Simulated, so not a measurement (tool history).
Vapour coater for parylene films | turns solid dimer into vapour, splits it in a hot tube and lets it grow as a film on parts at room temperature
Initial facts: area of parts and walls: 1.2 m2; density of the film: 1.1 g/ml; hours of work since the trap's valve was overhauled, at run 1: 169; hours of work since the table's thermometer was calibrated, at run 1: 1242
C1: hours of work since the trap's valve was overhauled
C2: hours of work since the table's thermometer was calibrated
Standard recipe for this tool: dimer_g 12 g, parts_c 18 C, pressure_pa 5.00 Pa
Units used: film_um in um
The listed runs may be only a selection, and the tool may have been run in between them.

{"run": 1, "hour": 0.0, "dimer_g": 12, "parts_c": 18, "pressure_pa": 5.0, "C1": 169, "C2": 1242, "film_um": 4.95}
{"run": 2, "hour": 35.5, "dimer_g": 12, "parts_c": 18, "pressure_pa": 5.0, "C1": 198, "C2": 1271, "film_um": 4.81}
{"run": 3, "hour": 57.2, "dimer_g": 12, "parts_c": 18, "pressure_pa": 5.0, "C1": 216, "C2": 1289, "film_um": 4.82}
{"run": 4, "hour": 85.5, "dimer_g": 12, "parts_c": 18, "pressure_pa": 5.0, "C1": 239, "C2": 1312, "film_um": 4.76}
{"run": 5, "hour": 113.1, "dimer_g": 12, "parts_c": 18, "pressure_pa": 5.0, "C1": 262, "C2": 1334, "film_um": 4.73}
{"run": 6, "hour": 137.9, "dimer_g": 12, "parts_c": 18, "pressure_pa": 6.71, "C1": 282, "C2": 1355, "film_um": 4.38}
{"run": 7, "hour": 182.0, "dimer_g": 12, "parts_c": 18, "pressure_pa": 6.71, "C1": 318, "C2": 1391, "film_um": 4.37}
{"run": 8, "hour": 210.3, "dimer_g": 12, "parts_c": 18, "pressure_pa": 4.65, "C1": 341, "C2": 1414, "film_um": 4.72}
{"run": 9, "hour": 250.0, "dimer_g": 12, "parts_c": 18, "pressure_pa": 4.65, "C1": 374, "C2": 1446, "film_um": 4.61}
{"run": 10, "hour": 293.4, "dimer_g": 12, "parts_c": 18, "pressure_pa": 4.65, "C1": 409, "C2": 1482, "film_um": 4.66}
{"run": 11, "hour": 321.1, "dimer_g": 12, "parts_c": 18, "pressure_pa": 4.65, "C1": 432, "C2": 1504, "film_um": 4.58}
{"run": 12, "hour": 346.5, "dimer_g": 12, "parts_c": 18, "pressure_pa": 4.65, "C1": 452, "C2": 1525, "film_um": 4.53}
{"hour": 353.8, "done": "trap's valve overhauled"}
{"run": 13, "hour": 376.4, "dimer_g": 12, "parts_c": 18, "pressure_pa": 4.65, "C1": 19, "C2": 1546, "film_um": 5.24}
{"run": 14, "hour": 421.6, "dimer_g": 11, "parts_c": 11, "pressure_pa": 8.76, "C1": 55, "C2": 1583, "film_um": 5.1}
{"run": 15, "hour": 453.1, "dimer_g": 11, "parts_c": 11, "pressure_pa": 8.76, "C1": 81, "C2": 1609, "film_um": 4.98}
{"run": 16, "hour": 485.5, "dimer_g": 18, "parts_c": 11, "pressure_pa": 11.57, "C1": 108, "C2": 1635, "film_um": 7.65}
{"run": 17, "hour": 519.8, "dimer_g": 18, "parts_c": 11, "pressure_pa": 11.57, "C1": 136, "C2": 1663, "film_um": 7.55}
{"run": 18, "hour": 561.4, "dimer_g": 14, "parts_c": 28, "pressure_pa": 5.0, "C1": 170, "C2": 1697, "film_um": 4.29}
{"run": 19, "hour": 592.9, "dimer_g": 12, "parts_c": 16, "pressure_pa": 3.96, "C1": 195, "C2": 1723, "film_um": 5.38}
{"run": 20, "hour": 630.9, "dimer_g": 10, "parts_c": 16, "pressure_pa": 6.9, "C1": 226, "C2": 1754, "film_um": 3.94}

Predict the results of run 21:
{"run": 21, "hour": 664.5, "dimer_g": 10, "parts_c": 16, "pressure_pa": 6.9, "C1": 254, "C2": 1781, "film_um": "?"}

Run 21 gave film_um 3.99 um.
With the hidden condition absent and the run-to-run variation left alone, this run would have shown film_um 4.42 um.
